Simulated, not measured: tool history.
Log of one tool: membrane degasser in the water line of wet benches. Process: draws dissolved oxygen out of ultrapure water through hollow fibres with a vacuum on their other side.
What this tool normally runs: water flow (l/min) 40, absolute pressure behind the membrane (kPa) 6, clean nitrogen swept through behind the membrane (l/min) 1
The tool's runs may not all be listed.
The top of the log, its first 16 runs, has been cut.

run,hour,water flow (l/min),absolute pressure behind the membrane (kPa),clean nitrogen swept through behind the membrane (l/min),dissolved oxygen in the water behind the degasser (ppb),pressure that the water loses in the fibres (kPa)
17,3151.6,44,8.7,1.58,338.8,71.26
18,3278.2,52,13.09,1.41,721.5,84.32
19,3432.3,44,4.6,0.65,199.4,71.17
20,3598,35,6.25,0.77,282.3,57.17
21,3790.6,45,6,1,271,73.02
22,3951.2,45,6,1,268.7,73.2
23,4224.3,28,5.44,1,144.7,45.27
24,4460.8,56,4.05,1,149.5,91.03
25,4642.3,40,11.36,0.54,992.2,65.31
26,4863.6,40,11.36,0.54,985.2,65.01
27,5118.8,45,6.77,1.17,310.1,73.2
28,5341.8,34,7.07,1.17,255.3,55.4
29,5606.4,40,6,0.44,437.3,65.15
30,5876.4,30,3.92,2.5,32.1,49.18
31,6057.8,30,3.98,1.82,43.2,49.62

What if the next run were any one of these 4? Each begins from the tool's condition after run 31:
A,6342,41,9.34,0.93,?,?
B,6342,30,11.88,1.82,?,?
C,6342,48,4.51,3,?,?
D,6342,32,6,0.48,?,?

run,dissolved oxygen in the water behind the degasser (ppb),pressure that the water loses in the fibres (kPa)
A,542.6,67.16
B,331.2,49.12
C,82,78.56
D,360.3,52.4
With the hidden condition removed and each run's random variation left untouched, the same runs would have given:
run,dissolved oxygen in the water behind the degasser (ppb),pressure that the water loses in the fibres (kPa)
A,519.6,65.69
B,318.3,48.05
C,69.1,76.86
D,331,51.26

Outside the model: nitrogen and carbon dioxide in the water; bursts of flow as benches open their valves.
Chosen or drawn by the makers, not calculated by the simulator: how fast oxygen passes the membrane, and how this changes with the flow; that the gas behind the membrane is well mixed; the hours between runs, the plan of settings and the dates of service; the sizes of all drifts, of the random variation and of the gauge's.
